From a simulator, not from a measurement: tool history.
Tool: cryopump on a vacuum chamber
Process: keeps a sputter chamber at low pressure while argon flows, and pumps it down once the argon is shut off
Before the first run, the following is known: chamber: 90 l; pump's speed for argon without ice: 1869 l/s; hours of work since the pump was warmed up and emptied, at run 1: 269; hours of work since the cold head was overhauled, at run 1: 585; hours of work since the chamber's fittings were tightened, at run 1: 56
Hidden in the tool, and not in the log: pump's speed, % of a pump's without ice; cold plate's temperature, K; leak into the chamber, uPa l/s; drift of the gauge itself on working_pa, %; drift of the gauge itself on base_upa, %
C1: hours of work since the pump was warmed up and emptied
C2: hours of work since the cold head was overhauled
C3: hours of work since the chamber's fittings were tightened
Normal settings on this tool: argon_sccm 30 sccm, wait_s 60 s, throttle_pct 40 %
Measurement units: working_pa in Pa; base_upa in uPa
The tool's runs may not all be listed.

run 1 hour=0.0 | argon_sccm=30 wait_s=60 throttle_pct=40 | C1=269 C2=585 C3=56 | working_pa=0.0775 base_upa=0.74
run 2 hour=47.1 | argon_sccm=30 wait_s=60 throttle_pct=40 | C1=290 C2=606 C3=76 | working_pa=0.0785 base_upa=0.78
run 3 hour=88.9 | argon_sccm=51 wait_s=60 throttle_pct=40 | C1=308 C2=624 C3=95 | working_pa=0.1350 base_upa=0.77
-- hour=104.9 pump warmed up, emptied and cooled again
run 4 hour=130.6 | argon_sccm=30 wait_s=94 throttle_pct=40 | C1=11 C2=640 C3=111 | working_pa=0.0683 base_upa=0.52
run 5 hour=172.2 | argon_sccm=30 wait_s=94 throttle_pct=40 | C1=30 C2=658 C3=129 | working_pa=0.0698 base_upa=0.52
run 6 hour=225.2 | argon_sccm=30 wait_s=94 throttle_pct=40 | C1=53 C2=681 C3=152 | working_pa=0.0695 base_upa=0.57
run 7 hour=275.3 | argon_sccm=30 wait_s=94 throttle_pct=40 | C1=75 C2=703 C3=174 | working_pa=0.0693 base_upa=0.57
run 8 hour=298.7 | argon_sccm=34 wait_s=94 throttle_pct=18 | C1=85 C2=714 C3=184 | working_pa=0.1752 base_upa=0.62
run 9 hour=341.1 | argon_sccm=28 wait_s=92 throttle_pct=24 | C1=104 C2=732 C3=203 | working_pa=0.1069 base_upa=0.55
run 10 hour=388.5 | argon_sccm=25 wait_s=86 throttle_pct=18 | C1=124 C2=753 C3=224 | working_pa=0.1294 base_upa=0.68
run 11 hour=428.3 | argon_sccm=25 wait_s=86 throttle_pct=18 | C1=142 C2=771 C3=241 | working_pa=0.1300 base_upa=0.67
run 12 hour=473.3 | argon_sccm=25 wait_s=86 throttle_pct=18 | C1=162 C2=790 C3=261 | working_pa=0.1291 base_upa=0.63
run 13 hour=520.5 | argon_sccm=19 wait_s=43 throttle_pct=40 | C1=182 C2=811 C3=282 | working_pa=0.0463 base_upa=1.04

For each entry between runs, how does the tool's hidden state at the last listed run before it compare with that at the first listed run after it?
In the gap between runs 3 and 4: pump warmed up, emptied and cooled again (hour 104.9)
  pump's speed, % of a pump's without ice: 70.8 -> 97.7; leak into the chamber, uPa l/s: 415 -> 427
  measured result minus the result with no hidden state, working_pa: +0.0195 -> +0.0008 Pa; base_upa: +0.15 -> +0.08 uPa
